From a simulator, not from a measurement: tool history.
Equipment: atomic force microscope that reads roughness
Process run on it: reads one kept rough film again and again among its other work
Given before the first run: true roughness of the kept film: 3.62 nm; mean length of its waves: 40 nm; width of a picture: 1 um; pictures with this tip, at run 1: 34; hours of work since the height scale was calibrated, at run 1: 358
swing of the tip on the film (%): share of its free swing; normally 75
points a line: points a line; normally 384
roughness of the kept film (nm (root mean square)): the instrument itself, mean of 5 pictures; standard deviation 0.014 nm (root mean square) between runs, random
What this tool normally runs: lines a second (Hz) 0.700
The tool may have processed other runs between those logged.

run     day  lines a second (Hz)  swing of the tip on the film (%)  points a line  pictures with this tip  hours of work since the height scale was calibrated  roughness of the kept film (nm (root mean square))
  1   0.000                0.700                                75            384                      34                                                  358                                               3.279
  2   1.167                0.700                                75            384                      70                                                  381                                               3.254
  3   1.746                0.700                                75            384                      87                                                  392                                               3.206
  4   2.496                0.700                                75            384                     110                                                  406                                               3.163
  5   3.133                0.795                                75            384                     129                                                  419                                               3.135
  6   4.367                0.877                                75            384                     166                                                  442                                               3.093
      4.779  -- new tip fitted
  7   5.154                0.877                                75            384                      12                                                  457                                               3.305
  8   5.938                0.800                                75            384                      35                                                  472                                               3.292
  9   6.746                0.800                                75            384                      60                                                  487                                               3.267
 10   7.825                0.800                                75            384                      92                                                  508                                               3.217
 11   8.679                0.800                                75            384                     118                                                  524                                               3.184
 12   9.708                0.800                                75            384                     149                                                  544                                               3.142
 13  10.221                0.800                                59            384                     165                                                  554                                               3.194
     10.712  -- new tip fitted
 14  10.804                0.700                                75            492                       3                                                  565                                               3.326
 15  11.554                3.440                                75            384                      25                                                  579                                               3.020
 16  12.683                3.440                                75            384                      59                                                  601                                               2.981
 17  13.738                2.895                                57            783                      91                                                  621                                               3.182
 18  14.804                1.636                                75            384                     123                                                  641                                               3.073
 19  15.746                1.822                                75            384                     152                                                  659                                               3.018
 20  16.279                1.822                                75            384                     168                                                  670                                               3.007
     16.675  -- new tip fitted
 21  16.917                2.362                                87            472                       8                                                  681                                               2.964
 22  17.946                2.362                                87            631                      39                                                  701                                               2.958
 23  18.454                2.362                                87            631                      54                                                  711                                               2.912
 24  19.417                2.743                                77            384                      83                                                  729                                               2.992
 25  20.550                3.937                                84            319                     117                                                  751                                               2.703
 26  21.350                3.937                                84            319                     142                                                  766                                               2.682
 27  22.238                2.111                                81            902                     168                                                  783                                               2.926
     22.550  -- new tip fitted
 28  23.133                1.390                                75            488                      18                                                  800                                               3.230
 29  23.738                2.123                                58            749                      36                                                  812                                               3.284

Subtracting, for every run, the result it would have given without the tool's unlogged condition from the measured result gives the following. The same run-to-run variation enters both numbers; the gauge's scatter may not:
Unlogged tool condition in this case: radius of the tip, nm; height scale over the true one, %; drift of the gauge itself on roughness_nm, %.
run  roughness of the kept film (nm (root mean square))
  1                                              -0.039
  2                                              -0.083
  3                                              -0.104
  4                                              -0.131
  5                                              -0.152
  6                                              -0.192
  7                                              -0.011
  8                                              -0.037
  9                                              -0.066
 10                                              -0.100
 11                                              -0.132
 12                                              -0.165
 13                                              -0.186
 14                                              -0.014
 15                                              -0.037
 16                                              -0.075
 17                                              -0.115
 18                                              -0.148
 19                                              -0.180
 20                                              -0.195
 21                                              -0.011
 22                                              -0.050
 23                                              -0.065
 24                                              -0.098
 25                                              -0.127
 26                                              -0.151
 27                                              -0.197
 28                                              -0.013
 29                                              -0.033

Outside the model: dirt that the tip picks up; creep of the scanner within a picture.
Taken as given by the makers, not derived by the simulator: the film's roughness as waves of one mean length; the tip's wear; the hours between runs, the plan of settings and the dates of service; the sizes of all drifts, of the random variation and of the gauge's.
